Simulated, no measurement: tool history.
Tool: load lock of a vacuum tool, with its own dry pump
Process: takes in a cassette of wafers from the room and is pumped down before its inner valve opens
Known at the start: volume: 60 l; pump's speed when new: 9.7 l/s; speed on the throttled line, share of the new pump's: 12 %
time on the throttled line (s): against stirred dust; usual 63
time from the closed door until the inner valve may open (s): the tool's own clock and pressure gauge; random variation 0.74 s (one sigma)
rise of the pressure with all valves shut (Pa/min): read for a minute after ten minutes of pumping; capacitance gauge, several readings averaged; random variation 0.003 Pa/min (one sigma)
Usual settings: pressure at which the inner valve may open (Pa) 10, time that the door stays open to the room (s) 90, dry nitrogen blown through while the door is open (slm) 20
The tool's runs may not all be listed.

run      day  time on the throttled line (s)  pressure at which the inner valve may open (Pa)  time that the door stays open to the room (s)  dry nitrogen blown through while the door is open (slm)  incoming humidity of the room's air, %  time from the closed door until the inner valve may open (s)  rise of the pressure with all valves shut (Pa/min)
  1        0                              63                                               10                                             90                                                       20                                    44.2                                                         113.3                                               0.335
  2   15.267                              63                                               10                                             90                                                       20                                    43.3                                                         115.1                                               0.379
  3   38.375                              42                                               10                                             90                                                       20                                    45.6                                                          96.6                                               0.414
      52.154  -- door's seal changed, seat wiped
  4   66.238                              63                                               10                                             90                                                       20                                    45.3                                                         115.8                                               0.054
  5   92.738                              63                                               10                                             90                                                       20                                    47.5                                                         116.4                                               0.075
  6  110.188                              63                                               10                                             90                                                       20                                    43.1                                                         117.4                                               0.074
  7  132.367                              63                                               10                                             90                                                       20                                    45.6                                                         115.7                                               0.095
  8  151.454                              63                                               10                                             90                                                       20                                    46.7                                                         116.5                                               0.114
  9   167.45                              63                                               10                                             90                                                       20                                    44.4                                                         116.4                                               0.132
 10  189.675                              63                                               10                                             90                                                       20                                    44.8                                                         117.8                                               0.156
 11  208.608                              63                                               10                                             90                                                       20                                    43.4                                                         116.7                                               0.168
 12  227.175                              63                                               10                                             90                                                       20                                      46                                                         118.1                                               0.205
 13  252.888                              63                                               10                                             90                                                       20                                    45.2                                                         117.4                                               0.233
 14  281.421                              63                                               10                                             90                                                       20                                    43.9                                                         119.3                                               0.279
 15   297.65                              63                                               10                                             90                                                       18                                    42.6                                                         118.7                                               0.312
 16  312.488                             103                                                9                                             90                                                       19                                    48.5                                                         155.8                                               0.337
 17  328.112                             102                                                8                                             64                                                       19                                    47.5                                                         153.8                                               0.347
 18    340.8                             102                                                8                                             64                                                       19                                    45.1                                                         154.5                                               0.381
 19  356.275                              98                                               10                                            184                                                       20                                    43.5                                                         148.9                                               0.435
 20  375.767                              98                                               10                                            184                                                       20                                    46.8                                                         149.1                                               0.491
     391.642  -- door's seal changed, seat wiped
 21  395.696                              98                                               10                                            184                                                       20                                    46.9                                                         150.3                                               0.064
 22  418.712                              98                                               10                                            184                                                       20                                    44.4                                                         151.7                                               0.074
 23  438.754                              38                                               10                                            215                                                       20                                      45                                                         100.2                                                0.08
 24  461.712                              39                                               15                                             26                                                        6                                    42.3                                                          97.9                                                0.08
 25  488.267                              90                                               13                                            209                                                        6                                    42.8                                                         144.9                                               0.148
 26  513.471                              60                                               18                                             36                                                       35                                    44.5                                                         115.5                                               0.112
 27  538.742                              94                                               10                                             56                                                       20                                    45.3                                                         150.1                                               0.157
 28  559.129                              49                                               10                                             56                                                       20                                    45.1                                                         111.7                                               0.181

Forecast each of these 3 alternatives for the next run:
  A  585.742                              49                                               10                                            115                                                       20                                    44.8                                                             ?                                                   ?
  B  585.742                              73                                               10                                             56                                                       20                                    43.6                                                             ?                                                   ?
  C  585.742                              57                                               12                                             90                                                       20                                    42.1                                                             ?                                                   ?

run  time from the closed door until the inner valve may open (s)  rise of the pressure with all valves shut (Pa/min)
  A                                                         112.1                                               0.221
  B                                                         131.7                                               0.206
  C                                                         117.2                                               0.212
Without the tool's hidden state the same runs would have given:
run  time from the closed door until the inner valve may open (s)  rise of the pressure with all valves shut (Pa/min)
  A                                                         100.5                                               0.049
  B                                                         120.8                                               0.036
  C                                                         106.2                                               0.043

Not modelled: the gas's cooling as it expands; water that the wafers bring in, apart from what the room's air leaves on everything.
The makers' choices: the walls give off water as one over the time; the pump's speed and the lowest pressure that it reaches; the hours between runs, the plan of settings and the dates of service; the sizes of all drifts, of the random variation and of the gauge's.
